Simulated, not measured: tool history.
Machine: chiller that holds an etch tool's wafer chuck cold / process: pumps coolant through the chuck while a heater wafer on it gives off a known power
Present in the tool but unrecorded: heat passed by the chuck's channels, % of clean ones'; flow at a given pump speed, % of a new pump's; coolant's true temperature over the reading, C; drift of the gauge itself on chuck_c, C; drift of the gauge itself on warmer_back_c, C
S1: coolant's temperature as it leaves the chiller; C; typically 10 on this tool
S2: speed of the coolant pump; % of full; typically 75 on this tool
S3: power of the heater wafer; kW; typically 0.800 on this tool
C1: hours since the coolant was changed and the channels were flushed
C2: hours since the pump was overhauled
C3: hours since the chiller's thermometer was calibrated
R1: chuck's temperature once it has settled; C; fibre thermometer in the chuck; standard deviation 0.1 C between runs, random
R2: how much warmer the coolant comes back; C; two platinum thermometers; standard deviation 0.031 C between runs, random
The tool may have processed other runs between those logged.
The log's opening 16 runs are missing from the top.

run 17 day=14.675 | S1=13 S2=98 S3=0.424 | C1=3475 C2=1086 C3=4870 | R1=15.5 R2=1.32
run 18 day=15.329 | S1=5 S2=71 S3=0.800 | C1=3490 C2=1101 C3=4886 | R1=11.4 R2=2.99
run 19 day=16.421 | S1=1 S2=75 S3=0.800 | C1=3517 C2=1127 C3=4912 | R1=6.7 R2=2.88
run 20 day=17.554 | S1=16 S2=70 S3=0.696 | C1=3544 C2=1155 C3=4939 | R1=21.7 R2=2.67
-- day=17.892 chiller's thermometer calibrated
-- day=18.283 gauge calibrated
run 21 day=19.004 | S1=16 S2=70 S3=0.696 | C1=3578 C2=1188 C3=27 | R1=21.7 R2=2.33
run 22 day=19.871 | S1=16 S2=70 S3=0.696 | C1=3599 C2=1209 C3=48 | R1=21.5 R2=2.38
run 23 day=20.779 | S1=4 S2=79 S3=0.800 | C1=3620 C2=1231 C3=69 | R1=9.6 R2=2.46
run 24 day=21.796 | S1=0 S2=90 S3=0.800 | C1=3645 C2=1255 C3=94 | R1=5.3 R2=2.08
run 25 day=22.750 | S1=17 S2=77 S3=0.800 | C1=3668 C2=1278 C3=117 | R1=22.7 R2=2.51
run 26 day=23.546 | S1=17 S2=77 S3=0.800 | C1=3687 C2=1297 C3=136 | R1=22.8 R2=2.58
run 27 day=24.258 | S1=17 S2=77 S3=0.800 | C1=3704 C2=1314 C3=153 | R1=22.8 R2=2.58
run 28 day=25.067 | S1=14 S2=69 S3=0.957 | C1=3723 C2=1334 C3=172 | R1=21.7 R2=3.39
run 29 day=26.067 | S1=5 S2=90 S3=1.126 | C1=3747 C2=1358 C3=196 | R1=12.2 R2=3.08
run 30 day=27.317 | S1=5 S2=90 S3=1.126 | C1=3777 C2=1388 C3=226 | R1=12.2 R2=3.08
run 31 day=28.450 | S1=4 S2=65 S3=0.707 | C1=3804 C2=1415 C3=253 | R1=10.1 R2=2.81

Here are 3 independent what-if runs from the current tool condition. What would each one return?
run A day=29.100 | S1=17 S2=86 S3=0.707 | C1=3820 C2=1431 C3=269 | R1=? R2=?
run B day=29.100 | S1=4 S2=78 S3=0.744 | C1=3820 C2=1431 C3=269 | R1=? R2=?
run C day=29.100 | S1=16 S2=65 S3=0.770 | C1=3820 C2=1431 C3=269 | R1=? R2=?

run=A R1=21.8 R2=2.09
run=B R1=9.5 R2=2.47
run=C R1=22.5 R2=3.02
Take away the tool's hidden state, keep each run's random variation, and the runs would have read:
run=A R1=21.8 R2=1.87
run=B R1=9.5 R2=2.24
run=C R1=22.5 R2=2.80

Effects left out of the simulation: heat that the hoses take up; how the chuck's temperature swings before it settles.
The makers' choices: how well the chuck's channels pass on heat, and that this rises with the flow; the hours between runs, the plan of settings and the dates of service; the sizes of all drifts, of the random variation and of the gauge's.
